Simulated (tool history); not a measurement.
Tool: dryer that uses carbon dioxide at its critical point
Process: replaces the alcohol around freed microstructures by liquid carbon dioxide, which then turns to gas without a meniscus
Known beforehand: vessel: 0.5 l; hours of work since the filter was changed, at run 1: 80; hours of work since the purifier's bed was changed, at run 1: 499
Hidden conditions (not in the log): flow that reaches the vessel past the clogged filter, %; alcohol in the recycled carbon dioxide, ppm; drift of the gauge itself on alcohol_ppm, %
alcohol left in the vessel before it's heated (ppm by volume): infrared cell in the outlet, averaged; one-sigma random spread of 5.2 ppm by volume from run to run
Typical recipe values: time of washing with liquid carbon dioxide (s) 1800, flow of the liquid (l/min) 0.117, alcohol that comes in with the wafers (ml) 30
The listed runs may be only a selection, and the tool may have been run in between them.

run	hour	time of washing with liquid carbon dioxide (s)	flow of the liquid (l/min)	alcohol that comes in with the wafers (ml)	hours of work since the filter was changed	hours of work since the purifier's bed was changed	alcohol left in the vessel before it's heated (ppm by volume)
1	0.0	1800	0.117	30	80	499	249
2	34.0	1800	0.096	30	103	522	554
3	83.4	1800	0.117	108	137	556	752
4	113.8	1800	0.117	35	158	577	363
5	136.1	1800	0.117	25	173	592	298
6	178.5	1800	0.117	25	203	621	333
7	199.7	1800	0.117	25	217	635	345
# hour 242.2: inlet filter changed
8	242.2	1800	0.117	48	0	664	276
9	273.8	1800	0.117	30	22	686	242
10	314.0	1800	0.117	36	49	713	280
11	358.3	1800	0.117	36	80	743	315
12	406.6	1320	0.117	30	113	777	921
13	431.2	1800	0.117	30	130	793	332
14	453.5	1800	0.117	30	145	809	337
15	480.8	1800	0.117	66	164	827	589
16	516.9	1800	0.117	66	188	852	650
17	558.3	1140	0.117	42	217	881	2718
18	580.6	1140	0.116	78	232	896	5261
# hour 604.4: inlet filter changed
19	606.3	2580	0.101	78	1	913	244
20	652.2	2580	0.101	78	33	944	261
# hour 676.2: purifier's bed changed
21	680.7	2580	0.101	78	50	3	75
22	705.4	2580	0.101	78	67	20	79
23	731.7	2700	0.124	82	85	38	20
24	760.3	2700	0.124	82	105	58	36
25	801.6	1980	0.186	25	133	86	27
26	847.8	1800	0.095	67	165	118	1354
27	894.6	1800	0.095	67	197	150	1485

Forecast each of these 3 alternatives for the next run:
A	941.7	1200	0.095	67	229	182	?
B	941.7	1260	0.096	30	229	182	?
C	941.7	1440	0.082	101	229	182	?

run	alcohol left in the vessel before it's heated (ppm by volume)
A	7239
B	2805
C	9972
The same runs, with their run-to-run variation unchanged, on a tool lacking any hidden condition would have given:
run	alcohol left in the vessel before it's heated (ppm by volume)
A	3919
B	1452
C	5293

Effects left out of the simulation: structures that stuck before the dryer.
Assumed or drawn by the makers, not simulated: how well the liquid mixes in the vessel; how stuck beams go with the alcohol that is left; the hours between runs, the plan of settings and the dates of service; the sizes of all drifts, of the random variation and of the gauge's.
